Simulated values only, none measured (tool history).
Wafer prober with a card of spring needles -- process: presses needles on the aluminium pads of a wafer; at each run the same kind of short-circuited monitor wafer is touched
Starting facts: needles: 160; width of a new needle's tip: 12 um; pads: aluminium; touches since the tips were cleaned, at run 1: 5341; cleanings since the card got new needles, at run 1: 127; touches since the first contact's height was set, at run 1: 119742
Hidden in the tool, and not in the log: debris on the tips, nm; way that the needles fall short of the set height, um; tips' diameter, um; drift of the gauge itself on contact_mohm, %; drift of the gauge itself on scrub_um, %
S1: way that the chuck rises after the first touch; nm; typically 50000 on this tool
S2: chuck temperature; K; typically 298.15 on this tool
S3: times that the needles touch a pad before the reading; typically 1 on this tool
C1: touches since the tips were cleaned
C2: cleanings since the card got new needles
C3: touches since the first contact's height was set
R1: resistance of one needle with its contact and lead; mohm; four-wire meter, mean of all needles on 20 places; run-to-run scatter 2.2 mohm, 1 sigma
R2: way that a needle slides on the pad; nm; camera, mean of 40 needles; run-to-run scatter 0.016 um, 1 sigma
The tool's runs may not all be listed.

Run 1, day 0.000: usual settings; C1 5341; C2 127; C3 119742. Result: R1 248 mohm, R2 7380 nm.
At day 0.138: tips cleaned on abrasive film.
At day 0.762: tips cleaned on abrasive film.
Run 2, day 1.258: usual settings; C1 6351; C2 129; C3 135674. Result: R1 247 mohm, R2 7430 nm.
At day 1.396: tips cleaned on abrasive film.
At day 2.025: tips cleaned on abrasive film.
At day 2.688: tips cleaned on abrasive film.
Run 3, day 3.058: usual settings; C1 4695; C2 132; C3 158416. Result: R1 247 mohm, R2 7400 nm.
At day 3.321: tips cleaned on abrasive film.
At day 3.954: tips cleaned on abrasive film.
At day 4.354: height of the first contact set anew.
Run 4, day 4.354: usual settings but S2 363.15 K; C1 4938; C2 134; C3 0. Result: R1 263 mohm, R2 7430 nm.
At day 4.625: tips cleaned on abrasive film.
At day 5.158: tips cleaned on abrasive film.
At day 5.812: tips cleaned on abrasive film.
At day 6.421: tips cleaned on abrasive film.
Run 5, day 6.554: usual settings but S2 308.15 K; C1 1732; C2 138; C3 27808. Result: R1 253 mohm, R2 7460 nm.
At day 7.008: tips cleaned on abrasive film.
At day 7.650: tips cleaned on abrasive film.
At day 8.258: tips cleaned on abrasive film.
Run 6, day 8.675: usual settings but S1 66000 nm; C1 5279; C2 141; C3 54619. Result: R1 241 mohm, R2 9840 nm.
At day 8.808: tips cleaned on abrasive film.
At day 9.425: tips cleaned on abrasive film.
At day 10.038: tips cleaned on abrasive film.
At day 10.567: tips cleaned on abrasive film.
Run 7, day 10.742: usual settings but S1 66000 nm; C1 2207; C2 145; C3 80748. Result: R1 244 mohm, R2 9800 nm.
At day 11.133: tips cleaned on abrasive film.
At day 11.779: tips cleaned on abrasive film.
Run 8, day 11.929: usual settings but S2 374.15 K; C1 1949; C2 147; C3 95776. Result: R1 269 mohm, R2 7470 nm.
At day 12.329: tips cleaned on abrasive film.
At day 12.979: tips cleaned on abrasive film.
Run 9, day 13.229: usual settings but S2 333.15 K; C1 3232; C2 149; C3 112238. Result: R1 254 mohm, R2 7470 nm.
At day 13.633: tips cleaned on abrasive film.
At day 14.188: tips cleaned on abrasive film.
Run 10, day 14.188: usual settings but S2 333.15 K; C1 0; C2 151; C3 124302. Result: R1 259 mohm, R2 7450 nm.
At day 14.800: tips cleaned on abrasive film.
At day 15.425: tips cleaned on abrasive film.
At day 16.071: tips cleaned on abrasive film.
Run 11, day 16.275: usual settings but S2 333.15 K; C1 2619; C2 154; C3 150762. Result: R1 253 mohm, R2 7510 nm.
At day 16.654: tips cleaned on abrasive film.
At day 17.250: tips cleaned on abrasive film.
Run 12, day 17.400: usual settings but S1 63000 nm, S2 364.15 K; C1 1912; C2 156; C3 164942. Result: R1 262 mohm, R2 9410 nm.
At day 17.867: tips cleaned on abrasive film.
At day 18.117: height of the first contact set anew.
At day 18.508: tips cleaned on abrasive film.
At day 19.154: tips cleaned on abrasive film.
Run 13, day 19.633: usual settings but S1 63000 nm, S2 364.15 K; C1 6092; C2 159; C3 19200. Result: R1 259 mohm, R2 9450 nm.
At day 19.771: tips cleaned on abrasive film.
At day 20.388: tips cleaned on abrasive film.
At day 20.933: tips cleaned on abrasive film.
Run 14, day 20.933: usual settings but S1 63000 nm, S2 364.15 K; C1 0; C2 162; C3 35605. Result: R1 261 mohm, R2 9440 nm.
At day 21.542: tips cleaned on abrasive film.
At day 22.183: tips cleaned on abrasive film.
At day 22.733: tips cleaned on abrasive film.
Run 15, day 22.733: usual settings but S1 55000 nm, S2 316.15 K; C1 0; C2 165; C3 58385. Result: R1 250 mohm, R2 8260 nm.
At day 23.267: tips cleaned on abrasive film.
At day 23.654: gauge calibrated.
At day 23.921: tips cleaned on abrasive film.
Run 16, day 24.292: usual settings but S1 55000 nm, S2 316.15 K; C1 4710; C2 167; C3 78110. Result: R1 247 mohm, R2 8140 nm.

Branching from run 16: 5 alternative next runs. What would each branch give?
At day 24.562: tips cleaned on abrasive film.
At day 25.092: tips cleaned on abrasive film.
Run A, day 25.562: usual settings but S1 57000 nm, S2 333.15 K, S3 2; C1 5950; C2 169; C3 94155. Result: R1 ?, R2 ?.
At day 24.562: tips cleaned on abrasive film.
At day 25.092: tips cleaned on abrasive film.
Run B, day 25.562: usual settings but S1 39000 nm, S2 351.15 K; C1 5950; C2 169; C3 94155. Result: R1 ?, R2 ?.
At day 24.562: tips cleaned on abrasive film.
At day 25.092: tips cleaned on abrasive film.
Run C, day 25.562: usual settings but S1 49000 nm; C1 5950; C2 169; C3 94155. Result: R1 ?, R2 ?.
At day 24.562: tips cleaned on abrasive film.
At day 25.092: tips cleaned on abrasive film.
Run D, day 25.562: usual settings but S1 57000 nm, S2 307.15 K; C1 5950; C2 169; C3 94155. Result: R1 ?, R2 ?.
At day 24.562: tips cleaned on abrasive film.
At day 25.092: tips cleaned on abrasive film.
Run E, day 25.562: usual settings but S1 52000 nm; C1 5950; C2 169; C3 94155. Result: R1 ?, R2 ?.

run   R1    R2
  A  254  8440
  B  257  5780
  C  245  7270
  D  246  8450
  E  243  7690
Stripped of hidden state, with their random variation kept, the same runs would have yielded:
run   R1    R2
  A  254  8430
  B  257  5780
  C  245  7260
  D  246  8440
  E  242  7680

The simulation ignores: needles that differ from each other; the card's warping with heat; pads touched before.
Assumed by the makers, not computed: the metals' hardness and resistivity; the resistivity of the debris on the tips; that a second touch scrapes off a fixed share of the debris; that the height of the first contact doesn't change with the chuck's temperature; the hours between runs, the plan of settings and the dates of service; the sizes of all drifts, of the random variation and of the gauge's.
